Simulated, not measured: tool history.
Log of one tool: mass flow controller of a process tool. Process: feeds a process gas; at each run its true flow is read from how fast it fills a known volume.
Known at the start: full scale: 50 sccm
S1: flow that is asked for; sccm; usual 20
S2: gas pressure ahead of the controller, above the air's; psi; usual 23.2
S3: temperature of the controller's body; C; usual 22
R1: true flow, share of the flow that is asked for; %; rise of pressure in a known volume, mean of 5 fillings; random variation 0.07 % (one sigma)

run 1 day=0.000 | S1=20 S2=23.2 S3=22 | R1=99.89
run 2 day=6.358 | S1=20 S2=23.2 S3=22 | R1=100.03
run 3 day=11.500 | S1=20 S2=23.2 S3=22 | R1=100.00
run 4 day=17.921 | S1=20 S2=23.2 S3=22 | R1=100.19
run 5 day=21.642 | S1=20 S2=23.2 S3=22 | R1=100.17
run 6 day=29.483 | S1=20 S2=23.2 S3=22 | R1=100.05
run 7 day=35.079 | S1=20 S2=23.2 S3=22 | R1=100.10
run 8 day=40.433 | S1=20 S2=23.2 S3=28 | R1=100.14
run 9 day=47.062 | S1=20 S2=23.2 S3=37 | R1=99.79
run 10 day=53.571 | S1=20 S2=23.2 S3=22 | R1=100.30
run 11 day=62.104 | S1=20 S2=23.2 S3=22 | R1=100.40
run 12 day=69.621 | S1=20 S2=23.2 S3=29 | R1=100.03
run 13 day=76.446 | S1=20 S2=23.2 S3=29 | R1=100.28
run 14 day=83.408 | S1=19 S2=23.2 S3=29 | R1=100.35
run 15 day=89.154 | S1=19 S2=23.2 S3=29 | R1=100.42
run 16 day=97.179 | S1=20 S2=23.2 S3=22 | R1=100.57
run 17 day=105.196 | S1=20 S2=23.2 S3=22 | R1=100.71
run 18 day=108.796 | S1=20 S2=23.2 S3=22 | R1=100.69
run 19 day=115.238 | S1=22 S2=23.2 S3=22 | R1=100.52
run 20 day=119.496 | S1=22 S2=23.2 S3=22 | R1=100.61
run 21 day=124.104 | S1=22 S2=23.2 S3=22 | R1=100.59
run 22 day=129.938 | S1=20 S2=23.2 S3=24 | R1=100.57
run 23 day=133.908 | S1=24 S2=23.2 S3=24 | R1=100.55
run 24 day=138.954 | S1=20 S2=23.2 S3=22 | R1=100.73
run 25 day=142.883 | S1=20 S2=32.6 S3=22 | R1=100.62
run 26 day=147.925 | S1=20 S2=40.2 S3=31 | R1=100.37
run 27 day=153.512 | S1=7 S2=40.2 S3=31 | R1=105.66
run 28 day=161.100 | S1=40 S2=36.4 S3=21 | R1=100.25
run 29 day=165.033 | S1=27 S2=34.7 S3=22 | R1=100.35
run 30 day=173.842 | S1=24 S2=24.8 S3=36 | R1=100.32
run 31 day=178.279 | S1=10 S2=23.2 S3=22 | R1=103.87
run 32 day=186.617 | S1=10 S2=23.2 S3=22 | R1=104.03
run 33 day=191.625 | S1=10 S2=23.2 S3=22 | R1=104.15
run 34 day=198.675 | S1=5 S2=24.2 S3=25 | R1=110.94
-- day=199.483 controller's zero set anew
run 35 day=202.929 | S1=5 S2=24.2 S3=25 | R1=97.16
run 36 day=209.771 | S1=5 S2=21.9 S3=25 | R1=97.16
run 37 day=217.567 | S1=5 S2=21.9 S3=25 | R1=97.59
run 38 day=222.275 | S1=5 S2=21.9 S3=25 | R1=97.62
run 39 day=230.888 | S1=6 S2=34.7 S3=20 | R1=97.80
run 40 day=239.092 | S1=45 S2=31.0 S3=32 | R1=98.59
run 41 day=243.471 | S1=45 S2=31.0 S3=23 | R1=98.97
run 42 day=249.438 | S1=45 S2=31.0 S3=22 | R1=98.82
run 43 day=256.825 | S1=5 S2=31.0 S3=28 | R1=98.63
run 44 day=263.617 | S1=5 S2=36.1 S3=21 | R1=98.93
run 45 day=267.729 | S1=5 S2=36.1 S3=21 | R1=99.14
run 46 day=272.871 | S1=15 S2=35.2 S3=24 | R1=98.04
run 47 day=280.175 | S1=14 S2=29.2 S3=22 | R1=98.18
run 48 day=285.038 | S1=14 S2=29.2 S3=22 | R1=98.25
run 49 day=291.121 | S1=20 S2=20.6 S3=22 | R1=98.34

3 ways to go on from here, each from the tool as it stands after run 49. What would each give?
run A day=298.196 | S1=20 S2=24.9 S3=21 | R1=?
run B day=298.196 | S1=30 S2=20.6 S3=28 | R1=?
run C day=298.196 | S1=20 S2=33.1 S3=30 | R1=?

run=A R1=98.29
run=B R1=98.39
run=C R1=98.06
Without the tool's hidden state the same runs would have given:
run=A R1=98.67
run=B R1=99.06
run=C R1=98.44
